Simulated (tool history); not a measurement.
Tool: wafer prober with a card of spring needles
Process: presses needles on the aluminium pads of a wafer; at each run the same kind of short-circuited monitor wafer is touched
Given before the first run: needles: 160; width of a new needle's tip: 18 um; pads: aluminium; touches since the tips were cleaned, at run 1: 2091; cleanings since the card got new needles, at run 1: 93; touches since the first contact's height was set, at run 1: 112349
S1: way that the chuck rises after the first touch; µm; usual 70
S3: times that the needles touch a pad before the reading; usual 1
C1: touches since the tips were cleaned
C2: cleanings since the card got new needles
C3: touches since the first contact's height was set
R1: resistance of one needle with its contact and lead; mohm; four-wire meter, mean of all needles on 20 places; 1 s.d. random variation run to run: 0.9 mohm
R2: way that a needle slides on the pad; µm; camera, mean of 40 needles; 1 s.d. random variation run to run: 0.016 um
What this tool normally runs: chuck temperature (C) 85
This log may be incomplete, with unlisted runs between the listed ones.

{"run": 1, "day": 0.0, "S1": 70, "chuck temperature (C)": 85, "S3": 1, "C1": 2091, "C2": 93, "C3": 112349, "R1": 158.8, "R2": 9.64}
{"day": 0.054, "done": "tips cleaned on abrasive film"}
{"day": 0.317, "done": "tips cleaned on abrasive film"}
{"run": 2, "day": 0.542, "S1": 70, "chuck temperature (C)": 36, "S3": 1, "C1": 2370, "C2": 95, "C3": 117920, "R1": 153.5, "R2": 9.66}
{"day": 0.604, "done": "tips cleaned on abrasive film"}
{"day": 0.871, "done": "tips cleaned on abrasive film"}
{"run": 3, "day": 1.104, "S1": 70, "chuck temperature (C)": 85, "S3": 1, "C1": 2425, "C2": 97, "C3": 123703, "R1": 162.1, "R2": 9.64}
{"day": 1.158, "done": "tips cleaned on abrasive film"}
{"day": 1.45, "done": "tips cleaned on abrasive film"}
{"day": 1.733, "done": "tips cleaned on abrasive film"}
{"run": 4, "day": 1.867, "S1": 70, "chuck temperature (C)": 117, "S3": 1, "C1": 1377, "C2": 100, "C3": 131529, "R1": 162.7, "R2": 9.62}
{"day": 2.017, "done": "tips cleaned on abrasive film"}
{"day": 2.283, "done": "tips cleaned on abrasive film"}
{"run": 5, "day": 2.304, "S1": 70, "chuck temperature (C)": 117, "S3": 1, "C1": 218, "C2": 102, "C3": 136023, "R1": 157.2, "R2": 9.6}
{"day": 2.542, "done": "tips cleaned on abrasive film"}
{"day": 2.804, "done": "tips cleaned on abrasive film"}
{"run": 6, "day": 3.025, "S1": 70, "chuck temperature (C)": 85, "S3": 1, "C1": 2292, "C2": 104, "C3": 143479, "R1": 159.5, "R2": 9.6}
{"day": 3.088, "done": "tips cleaned on abrasive film"}
{"day": 3.354, "done": "tips cleaned on abrasive film"}
{"day": 3.612, "done": "tips cleaned on abrasive film"}
{"run": 7, "day": 3.721, "S1": 70, "chuck temperature (C)": 85, "S3": 1, "C1": 1115, "C2": 107, "C3": 150606, "R1": 158, "R2": 9.57}
{"day": 3.792, "done": "height of the first contact set anew"}
{"day": 3.892, "done": "tips cleaned on abrasive film"}
{"run": 8, "day": 4.112, "S1": 70, "chuck temperature (C)": 85, "S3": 1, "C1": 2311, "C2": 108, "C3": 3311, "R1": 159.4, "R2": 9.88}
{"day": 4.158, "done": "tips cleaned on abrasive film"}
{"day": 4.446, "done": "tips cleaned on abrasive film"}
{"day": 4.712, "done": "tips cleaned on abrasive film"}
{"day": 4.971, "done": "tips cleaned on abrasive film"}
{"run": 9, "day": 4.971, "S1": 70, "chuck temperature (C)": 85, "S3": 1, "C1": 0, "C2": 112, "C3": 12079, "R1": 150.2, "R2": 9.87}
{"day": 5.262, "done": "tips cleaned on abrasive film"}
{"day": 5.542, "done": "tips cleaned on abrasive film"}
{"run": 10, "day": 5.621, "S1": 70, "chuck temperature (C)": 85, "S3": 1, "C1": 808, "C2": 114, "C3": 18788, "R1": 155.2, "R2": 9.86}
{"day": 5.792, "done": "tips cleaned on abrasive film"}
{"day": 6.058, "done": "tips cleaned on abrasive film"}
{"run": 11, "day": 6.158, "S1": 70, "chuck temperature (C)": 85, "S3": 1, "C1": 1049, "C2": 116, "C3": 24319, "R1": 155.9, "R2": 9.86}
{"day": 6.317, "done": "tips cleaned on abrasive film"}
{"day": 6.567, "done": "tips cleaned on abrasive film"}
{"run": 12, "day": 6.65, "S1": 70, "chuck temperature (C)": 85, "S3": 1, "C1": 847, "C2": 118, "C3": 29354, "R1": 157.1, "R2": 9.79}
{"day": 6.812, "done": "tips cleaned on abrasive film"}
{"day": 7.092, "done": "tips cleaned on abrasive film"}
{"run": 13, "day": 7.317, "S1": 70, "chuck temperature (C)": 85, "S3": 2, "C1": 2312, "C2": 120, "C3": 36232, "R1": 156.8, "R2": 9.81}
{"day": 7.379, "done": "tips cleaned on abrasive film"}
{"day": 7.621, "done": "tips cleaned on abrasive film"}
{"day": 7.9, "done": "tips cleaned on abrasive film"}
{"day": 8.146, "done": "tips cleaned on abrasive film"}
{"run": 14, "day": 8.146, "S1": 70, "chuck temperature (C)": 85, "S3": 2, "C1": 0, "C2": 124, "C3": 44737, "R1": 149.4, "R2": 9.79}
{"day": 8.421, "done": "tips cleaned on abrasive film"}
{"day": 8.688, "done": "tips cleaned on abrasive film"}
{"run": 15, "day": 8.796, "S1": 51, "chuck temperature (C)": 85, "S3": 1, "C1": 1148, "C2": 126, "C3": 51438, "R1": 167.4, "R2": 7.1}
{"day": 8.971, "done": "tips cleaned on abrasive film"}
{"day": 9.267, "done": "tips cleaned on abrasive film"}
{"run": 16, "day": 9.462, "S1": 55, "chuck temperature (C)": 107, "S3": 2, "C1": 2044, "C2": 128, "C3": 58331, "R1": 168.7, "R2": 7.62}
{"day": 9.525, "done": "tips cleaned on abrasive film"}
{"day": 9.796, "done": "tips cleaned on abrasive film"}
{"day": 10.075, "done": "tips cleaned on abrasive film"}
{"run": 17, "day": 10.296, "S1": 86, "chuck temperature (C)": 107, "S3": 1, "C1": 2299, "C2": 131, "C3": 66889, "R1": 157.3, "R2": 12.02}
{"day": 10.358, "done": "tips cleaned on abrasive film"}
{"day": 10.6, "done": "tips cleaned on abrasive film"}
{"run": 18, "day": 10.833, "S1": 70, "chuck temperature (C)": 43, "S3": 2, "C1": 2448, "C2": 133, "C3": 72434, "R1": 151.2, "R2": 9.73}
{"day": 10.892, "done": "tips cleaned on abrasive film"}
{"day": 11.146, "done": "tips cleaned on abrasive film"}
{"day": 11.425, "done": "tips cleaned on abrasive film"}
{"run": 19, "day": 11.454, "S1": 62, "chuck temperature (C)": 43, "S3": 1, "C1": 302, "C2": 136, "C3": 78777, "R1": 148.1, "R2": 8.56}
{"day": 11.696, "done": "tips cleaned on abrasive film"}
{"day": 11.954, "done": "tips cleaned on abrasive film"}
{"run": 20, "day": 12.179, "S1": 70, "chuck temperature (C)": 90, "S3": 2, "C1": 2364, "C2": 138, "C3": 86286, "R1": 158.4, "R2": 9.69}
{"day": 12.246, "done": "tips cleaned on abrasive film"}
{"day": 12.488, "done": "tips cleaned on abrasive film"}
{"day": 12.762, "done": "tips cleaned on abrasive film"}
{"run": 21, "day": 12.946, "S1": 70, "chuck temperature (C)": 90, "S3": 2, "C1": 1913, "C2": 141, "C3": 94142, "R1": 158.1, "R2": 9.69}
{"day": 13.008, "done": "tips cleaned on abrasive film"}
{"day": 13.275, "done": "tips cleaned on abrasive film"}
{"day": 13.562, "done": "tips cleaned on abrasive film"}
{"run": 22, "day": 13.692, "S1": 84, "chuck temperature (C)": 28, "S3": 1, "C1": 1319, "C2": 144, "C3": 101789, "R1": 144.1, "R2": 11.65}
{"day": 13.833, "done": "tips cleaned on abrasive film"}
{"day": 14.108, "done": "tips cleaned on abrasive film"}
{"run": 23, "day": 14.238, "S1": 64, "chuck temperature (C)": 28, "S3": 2, "C1": 1342, "C2": 146, "C3": 107420, "R1": 149.5, "R2": 8.82}
{"day": 14.383, "done": "tips cleaned on abrasive film"}
{"day": 14.625, "done": "tips cleaned on abrasive film"}
{"run": 24, "day": 14.821, "S1": 67, "chuck temperature (C)": 85, "S3": 1, "C1": 2028, "C2": 148, "C3": 113417, "R1": 161.8, "R2": 9.2}
{"day": 14.883, "done": "tips cleaned on abrasive film"}
{"day": 15.15, "done": "tips cleaned on abrasive film"}
{"day": 15.421, "done": "tips cleaned on abrasive film"}
{"run": 25, "day": 15.546, "S1": 67, "chuck temperature (C)": 85, "S3": 1, "C1": 1315, "C2": 151, "C3": 120867, "R1": 160.4, "R2": 9.2}
{"day": 15.688, "done": "tips cleaned on abrasive film"}
{"day": 15.946, "done": "tips cleaned on abrasive film"}
{"run": 26, "day": 16.125, "S1": 67, "chuck temperature (C)": 85, "S3": 1, "C1": 1881, "C2": 153, "C3": 126836, "R1": 162, "R2": 9.2}
{"day": 16.188, "done": "tips cleaned on abrasive film"}
{"day": 16.438, "done": "tips cleaned on abrasive film"}
{"run": 27, "day": 16.517, "S1": 67, "chuck temperature (C)": 85, "S3": 1, "C1": 833, "C2": 155, "C3": 130848, "R1": 157.9, "R2": 9.16}
{"day": 16.738, "done": "tips cleaned on abrasive film"}
{"run": 28, "day": 16.917, "S1": 70, "chuck temperature (C)": 97, "S3": 2, "C1": 1846, "C2": 156, "C3": 134958, "R1": 158.4, "R2": 9.6}

Here are 3 independent what-if runs from the current tool condition. What would each one return?
{"day": 17.033, "done": "tips cleaned on abrasive film"}
{"day": 17.304, "done": "tips cleaned on abrasive film"}
{"run": "A", "day": 17.325, "S1": 51, "chuck temperature (C)": 97, "S3": 2, "C1": 211, "C2": 158, "C3": 139148, "R1": "?", "R2": "?"}
{"day": 17.033, "done": "tips cleaned on abrasive film"}
{"day": 17.304, "done": "tips cleaned on abrasive film"}
{"run": "B", "day": 17.325, "S1": 70, "chuck temperature (C)": 110, "S3": 1, "C1": 211, "C2": 158, "C3": 139148, "R1": "?", "R2": "?"}
{"day": 17.033, "done": "tips cleaned on abrasive film"}
{"day": 17.304, "done": "tips cleaned on abrasive film"}
{"run": "C", "day": 17.325, "S1": 70, "chuck temperature (C)": 97, "S3": 1, "C1": 211, "C2": 158, "C3": 139148, "R1": "?", "R2": "?"}

run=A R1=162.7 R2=6.89
run=B R1=158.5 R2=9.61
run=C R1=155.7 R2=9.58
With the hidden condition removed and each run's random variation left untouched, the same runs would have given:
run=A R1=155.9 R2=7.2
run=B R1=153.1 R2=9.92
run=C R1=150.4 R2=9.89
